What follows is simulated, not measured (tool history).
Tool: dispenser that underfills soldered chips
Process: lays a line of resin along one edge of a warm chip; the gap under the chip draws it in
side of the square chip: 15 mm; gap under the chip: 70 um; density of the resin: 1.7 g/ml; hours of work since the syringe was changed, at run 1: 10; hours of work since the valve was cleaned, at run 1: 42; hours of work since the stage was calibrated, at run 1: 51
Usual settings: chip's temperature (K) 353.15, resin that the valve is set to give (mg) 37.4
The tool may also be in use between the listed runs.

run	hour	chip's temperature (K)	resin that the valve is set to give (mg)	hours of work since the syringe was changed	hours of work since the valve was cleaned	hours of work since the stage was calibrated	time until the resin shows at the far edge (s)	resin that the valve gave (mg)
1	0.0	353.15	37.4	10	42	51	447.5	36.94
# hour 1.7: new syringe of resin
2	5.6	340.15	37.4	3	46	55	581.1	36.96
# hour 7.0: dispensing valve cleaned and set on the balance
# hour 17.1: new syringe of resin
3	17.9	353.15	37.4	1	8	63	250.3	37.36
4	23.9	353.15	37.4	5	13	68	334.7	37.30
5	29.3	365.15	37.4	9	17	72	241.3	37.29
# hour 31.4: new syringe of resin
6	40.5	365.15	37.4	7	25	80	206.2	37.16
# hour 46.0: new syringe of resin
7	49.2	365.15	37.4	2	32	87	154.8	37.07
8	58.9	361.15	37.4	10	39	94	298.9	36.96
# hour 60.6: new syringe of resin
9	65.2	353.15	38.7	4	44	99	297.6	38.20
# hour 70.2: dispensing valve cleaned and set on the balance
10	71.9	353.15	32.7	8	1	103	413.7	32.68
# hour 75.9: new syringe of resin
11	81.4	367.15	32.7	4	8	110	165.6	32.70
12	89.3	367.15	32.7	10	14	116	248.6	32.57
# hour 90.3: new syringe of resin
13	96.6	367.15	32.7	5	20	122	169.2	32.50
# hour 105.0: new syringe of resin
14	107.5	367.15	32.7	2	28	130	140.8	32.42
15	112.3	367.15	32.7	6	32	133	180.1	32.41
# hour 119.8: new syringe of resin
16	122.8	367.15	32.7	2	39	141	147.7	32.33
# hour 133.5: dispensing valve cleaned and set on the balance
17	133.6	367.15	32.7	10	0	149	237.8	32.80
# hour 135.4: new syringe of resin
18	140.0	363.15	48.1	3	5	153	175.6	48.18
19	144.9	363.15	48.1	7	8	157	228.1	48.14
# hour 150.0: new syringe of resin
20	152.5	365.15	31.9	2	14	163	162.0	31.89
21	161.9	356.15	44.3	9	21	170	373.2	44.17
# hour 164.7: new syringe of resin
22	171.9	356.15	44.3	6	29	177	284.4	44.05
23	177.0	355.15	38.7	9	33	181	403.1	38.39
# hour 179.2: new syringe of resin
24	185.8	355.15	37.4	5	39	188	309.3	37.08
# hour 193.9: new syringe of resin
# hour 196.7: dispensing valve cleaned and set on the balance
25	198.4	356.15	34.7	3	1	196	254.9	34.65
26	204.2	356.15	34.7	7	6	201	339.2	34.56
# hour 209.6: new syringe of resin
27	214.2	356.15	34.7	4	13	208	273.5	34.51
# hour 223.9: new syringe of resin
28	223.9	350.15	37.4	0	20	216	286.7	37.17
29	235.2	348.15	37.4	9	29	224	555.6	37.06
# hour 238.4: new syringe of resin
30	245.6	348.15	37.4	5	37	232	461.2	36.92
# hour 253.6: new syringe of resin
31	255.6	354.15	38.5	2	44	239	256.3	37.92
# hour 259.6: dispensing valve cleaned and set on the balance
32	263.3	354.15	38.5	7	3	244	356.5	38.44
# hour 269.7: new syringe of resin
33	275.0	367.15	38.5	4	12	253	160.8	38.32
# hour 284.1: new syringe of resin
34	284.9	364.15	39.2	1	19	261	153.8	38.94

Some steps in time until the resin shows at the far edge (s) between neighbouring runs. How much of each would the tool show without its hidden state too (settings, what came in, random variation), and how much is left for the hidden state, with any gauge scatter that isn't in both results?
The hidden state here: resin's viscosity, % of fresh resin's; dose that the valve gives, % of what is set; true chip temperature over the reading, C; drift of the gauge itself on fill_s, %; drift of the gauge itself on given_mg, %.
Run 2 -> 3: chip's temperature (K) 340.15 -> 353.15, dispensing valve cleaned and set on the balance, new syringe of resin. time until the resin shows at the far edge (s) -330.8: hidden state -103.8, all else -227.0.
Run 10 -> 11: chip's temperature (K) 353.15 -> 367.15, new syringe of resin. time until the resin shows at the far edge (s) -248.1: hidden state -127.8, all else -120.3.
Run 20 -> 21: chip's temperature (K) 365.15 -> 356.15, resin that the valve is set to give (mg) 31.9 -> 44.3. time until the resin shows at the far edge (s) +211.2: hidden state +150.8, all else +60.4.
Run 28 -> 29: chip's temperature (K) 350.15 -> 348.15. time until the resin shows at the far edge (s) +268.9: hidden state +238.7, all else +30.2.

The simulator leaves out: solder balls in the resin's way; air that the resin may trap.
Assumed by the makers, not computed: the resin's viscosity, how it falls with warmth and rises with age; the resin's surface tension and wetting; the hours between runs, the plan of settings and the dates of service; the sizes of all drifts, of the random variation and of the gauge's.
